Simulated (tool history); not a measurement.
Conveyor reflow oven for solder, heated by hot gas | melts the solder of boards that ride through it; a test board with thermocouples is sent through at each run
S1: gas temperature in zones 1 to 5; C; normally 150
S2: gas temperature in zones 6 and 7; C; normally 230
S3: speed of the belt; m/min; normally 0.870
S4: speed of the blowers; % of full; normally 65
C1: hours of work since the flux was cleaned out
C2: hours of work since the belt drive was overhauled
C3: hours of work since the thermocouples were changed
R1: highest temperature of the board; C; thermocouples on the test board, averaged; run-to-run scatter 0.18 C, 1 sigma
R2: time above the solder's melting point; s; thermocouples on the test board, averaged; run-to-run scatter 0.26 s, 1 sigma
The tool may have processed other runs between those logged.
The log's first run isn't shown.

run   hour   S1   S2     S3  S4   C1   C2   C3     R1    R2
  2   31.5  150  219  0.870  65  195  499  499  205.1  36.6
  3   58.5  150  219  0.870  65  210  514  514  204.6  36.4
  4   87.7  150  219  0.870  65  226  530  530  205.1  36.2
  5  138.4  150  224  0.870  65  254  558  558  209.0  38.9
     164.4  -- thermocouples of zones 6 and 7 changed
  6  182.8  150  224  0.870  65  277  581   10  207.0  38.1
  7  217.7  162  230  0.870  65  296  601   29  215.0  48.0
  8  264.5  162  230  0.870  65  322  626   55  214.7  47.9
  9  305.5  150  232  0.870  65  345  649   78  213.6  42.4
 10  340.0  150  232  0.870  65  364  668   96  213.7  41.9
 11  371.2  150  230  0.870  65  381  685  114  212.2  41.5
 12  413.9  150  230  0.870  65  404  708  137  211.8  41.5
 13  464.2  136  230  0.870  65  432  736  165  208.8  34.8
 14  494.6  154  230  0.870  65  448  753  181  212.8  43.6
     542.9  -- flux residue cleaned out of gas plates and filters
 15  545.7  154  230  0.812  65    2  778  207  214.6  48.0

Run 16 comes next. What will it give?
 16  578.2  154  230  0.812  65  19  796  224   ?   ?

R1: 214.5 C
R2: 47.8 s
Were there no unlogged condition in the tool, this run, its random variation unchanged, would have produced R1 215.7 C, R2 48.1 s.
